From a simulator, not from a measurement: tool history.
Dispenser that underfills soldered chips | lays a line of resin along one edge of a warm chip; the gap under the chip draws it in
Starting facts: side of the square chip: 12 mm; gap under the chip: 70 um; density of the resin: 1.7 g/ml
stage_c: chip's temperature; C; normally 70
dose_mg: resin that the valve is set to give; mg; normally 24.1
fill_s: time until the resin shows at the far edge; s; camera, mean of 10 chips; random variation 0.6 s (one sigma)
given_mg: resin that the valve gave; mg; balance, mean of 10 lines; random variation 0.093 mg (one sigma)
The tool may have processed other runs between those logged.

run,day,stage_c,dose_mg,fill_s,given_mg
1,0.000,70,24.1,60.6,23.15
# day 0.250: new syringe of resin
2,0.500,70,30.7,62.3,29.71
# day 0.708: new syringe of resin
3,0.733,70,30.1,54.0,29.09
# day 1.175: new syringe of resin
4,1.192,70,23.7,54.2,22.65
# day 1.579: dispensing valve cleaned and set on the balance
# day 1.675: new syringe of resin
5,1.712,80,24.1,35.3,24.23
# day 2.121: new syringe of resin
6,2.150,70,24.1,54.0,24.02
7,2.517,70,24.1,71.2,23.80
# day 2.571: new syringe of resin
8,2.796,70,24.1,62.6,23.67
# day 3.025: new syringe of resin
9,3.071,70,24.1,55.5,23.72
10,3.329,70,24.1,67.0,23.63
# day 3.467: new syringe of resin
11,3.688,70,24.1,64.0,23.56
# day 3.900: new syringe of resin
12,3.954,70,24.1,56.8,23.42
# day 4.333: new syringe of resin
13,4.338,70,24.1,55.0,23.40
14,4.658,65,24.1,87.2,23.22
# day 4.800: new syringe of resin
15,5.004,61,24.1,98.3,23.13
# day 5.233: new syringe of resin
# day 5.308: dispensing valve cleaned and set on the balance
16,5.433,61,24.1,94.4,23.99
# day 5.708: new syringe of resin
17,5.825,61,24.1,90.5,23.97

Forecast run 18:
# day 6.154: new syringe of resin
18,6.167,60,24.1,?,?

Run 18 came out at fill_s 87.5 s, given_mg 24.08 mg.
Had the tool carried no hidden state, the very same run would have given fill_s 83.7 s, given_mg 24.32 mg.
